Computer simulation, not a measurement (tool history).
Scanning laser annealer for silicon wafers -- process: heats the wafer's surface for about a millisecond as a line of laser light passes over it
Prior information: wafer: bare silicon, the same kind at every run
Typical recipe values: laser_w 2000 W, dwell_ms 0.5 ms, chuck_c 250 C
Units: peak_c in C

run   hour  laser_w  dwell_ms  chuck_c  peak_c
  1      0     2000       0.5      250     937
  2    7.2     2000       0.5      250     936
  3   21.3     1988       0.5      250     933
  4   34.4     2000       0.5      250     936
  5   50.3     2000       0.5      250     939
  6   61.2     1863       0.5      250     875
  7   73.8     1863       0.5      250     876
  8   83.4     1719       0.5      250     812
  9   97.3     2000     0.467      250     912
 10  104.6     2000     0.467      250     913
 11  118.4     2000     0.467      250     911
 12  128.8     2000       0.5      216     898
 13  139.4     1923     0.352      225     777
 14  152.8     1968     0.401      211     817
 15  162.2     1792       0.5      269     859
 16  176.3     1769       0.5      250     832
 17  189.7     2082       0.5      228     945
 18  197.9     2193     0.611      220    1061
 19  210.8     2045      0.53      258     973
 20  218.9     2000       0.5      222     899
 21  230.6     2099     0.492      222     940
 22  246.3     1793     0.386      222     748

What will run 23 give?
 23  256.2     1846       0.5      265       ?

{"run 23": {"peak_c": 877}}
Without the tool's hidden state the same run would have given peak_c 914 C.

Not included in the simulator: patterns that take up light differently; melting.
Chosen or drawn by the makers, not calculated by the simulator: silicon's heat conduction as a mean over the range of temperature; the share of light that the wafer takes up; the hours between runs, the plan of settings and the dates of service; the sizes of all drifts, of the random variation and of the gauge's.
